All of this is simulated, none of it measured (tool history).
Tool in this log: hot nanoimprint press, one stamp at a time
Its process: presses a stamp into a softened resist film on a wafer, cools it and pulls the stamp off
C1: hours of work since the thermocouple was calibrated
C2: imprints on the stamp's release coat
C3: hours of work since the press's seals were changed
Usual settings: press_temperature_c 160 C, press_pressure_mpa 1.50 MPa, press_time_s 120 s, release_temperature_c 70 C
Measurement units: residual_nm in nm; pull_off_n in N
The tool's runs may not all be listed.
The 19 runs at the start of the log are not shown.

{"run": 20, "hour": 527.7, "press_temperature_c": 154, "press_pressure_mpa": 1.38, "press_time_s": 136, "release_temperature_c": 74, "C1": 107, "C2": 383, "C3": 484, "residual_nm": 332.3, "pull_off_n": 136}
{"run": 21, "hour": 546.2, "press_temperature_c": 154, "press_pressure_mpa": 1.16, "press_time_s": 118, "release_temperature_c": 69, "C1": 117, "C2": 420, "C3": 495, "residual_nm": 379.2, "pull_off_n": 149}
{"run": 22, "hour": 570.7, "press_temperature_c": 154, "press_pressure_mpa": 1.16, "press_time_s": 118, "release_temperature_c": 69, "C1": 131, "C2": 470, "C3": 509, "residual_nm": 380.2, "pull_off_n": 150}
{"run": 23, "hour": 594.1, "press_temperature_c": 154, "press_pressure_mpa": 1.65, "press_time_s": 118, "release_temperature_c": 62, "C1": 145, "C2": 517, "C3": 522, "residual_nm": 321.4, "pull_off_n": 157}
{"run": 24, "hour": 623.5, "press_temperature_c": 159, "press_pressure_mpa": 1.0, "press_time_s": 151, "release_temperature_c": 64, "C1": 161, "C2": 575, "C3": 539, "residual_nm": 305.3, "pull_off_n": 157}
{"hour": 644.1, "done": "stamp cleaned and given a new release coat"}
{"run": 25, "hour": 655.2, "press_temperature_c": 159, "press_pressure_mpa": 1.74, "press_time_s": 165, "release_temperature_c": 73, "C1": 176, "C2": 22, "C3": 553, "residual_nm": 217.8, "pull_off_n": 134}
{"run": 26, "hour": 675.5, "press_temperature_c": 159, "press_pressure_mpa": 1.74, "press_time_s": 165, "release_temperature_c": 73, "C1": 187, "C2": 62, "C3": 565, "residual_nm": 216.4, "pull_off_n": 143}
{"run": 27, "hour": 693.7, "press_temperature_c": 159, "press_pressure_mpa": 1.74, "press_time_s": 165, "release_temperature_c": 73, "C1": 198, "C2": 99, "C3": 575, "residual_nm": 216.3, "pull_off_n": 142}
{"run": 28, "hour": 718.5, "press_temperature_c": 166, "press_pressure_mpa": 2.11, "press_time_s": 120, "release_temperature_c": 58, "C1": 212, "C2": 148, "C3": 589, "residual_nm": 159.0, "pull_off_n": 172}
{"run": 29, "hour": 749.4, "press_temperature_c": 167, "press_pressure_mpa": 1.5, "press_time_s": 120, "release_temperature_c": 73, "C1": 229, "C2": 210, "C3": 607, "residual_nm": 185.2, "pull_off_n": 134}
{"run": 30, "hour": 782.2, "press_temperature_c": 158, "press_pressure_mpa": 1.9, "press_time_s": 125, "release_temperature_c": 70, "C1": 248, "C2": 276, "C3": 625, "residual_nm": 241.9, "pull_off_n": 142}

Branching from run 30: 4 alternative next runs. What would each branch give?
{"hour": 807.2, "done": "press's hydraulic seals changed and the load cell set to zero"}
{"run": "A", "hour": 814.4, "press_temperature_c": 160, "press_pressure_mpa": 1.5, "press_time_s": 120, "release_temperature_c": 55, "C1": 262, "C2": 324, "C3": 4, "residual_nm": "?", "pull_off_n": "?"}
{"hour": 807.2, "done": "press's hydraulic seals changed and the load cell set to zero"}
{"run": "B", "hour": 814.4, "press_temperature_c": 158, "press_pressure_mpa": 1.9, "press_time_s": 149, "release_temperature_c": 76, "C1": 262, "C2": 324, "C3": 4, "residual_nm": "?", "pull_off_n": "?"}
{"hour": 807.2, "done": "press's hydraulic seals changed and the load cell set to zero"}
{"run": "C", "hour": 814.4, "press_temperature_c": 164, "press_pressure_mpa": 1.31, "press_time_s": 120, "release_temperature_c": 70, "C1": 262, "C2": 324, "C3": 4, "residual_nm": "?", "pull_off_n": "?"}
{"hour": 807.2, "done": "press's hydraulic seals changed and the load cell set to zero"}
{"run": "D", "hour": 814.4, "press_temperature_c": 158, "press_pressure_mpa": 1.9, "press_time_s": 125, "release_temperature_c": 62, "C1": 262, "C2": 324, "C3": 4, "residual_nm": "?", "pull_off_n": "?"}

run=A residual_nm=255.6 pull_off_n=166
run=B residual_nm=226.4 pull_off_n=133
run=C residual_nm=227.1 pull_off_n=148
run=D residual_nm=238.7 pull_off_n=162
With no hidden state in the tool, these same runs would have given:
run=A residual_nm=256.5 pull_off_n=165
run=B residual_nm=227.2 pull_off_n=132
run=C residual_nm=227.9 pull_off_n=147
run=D residual_nm=239.6 pull_off_n=162

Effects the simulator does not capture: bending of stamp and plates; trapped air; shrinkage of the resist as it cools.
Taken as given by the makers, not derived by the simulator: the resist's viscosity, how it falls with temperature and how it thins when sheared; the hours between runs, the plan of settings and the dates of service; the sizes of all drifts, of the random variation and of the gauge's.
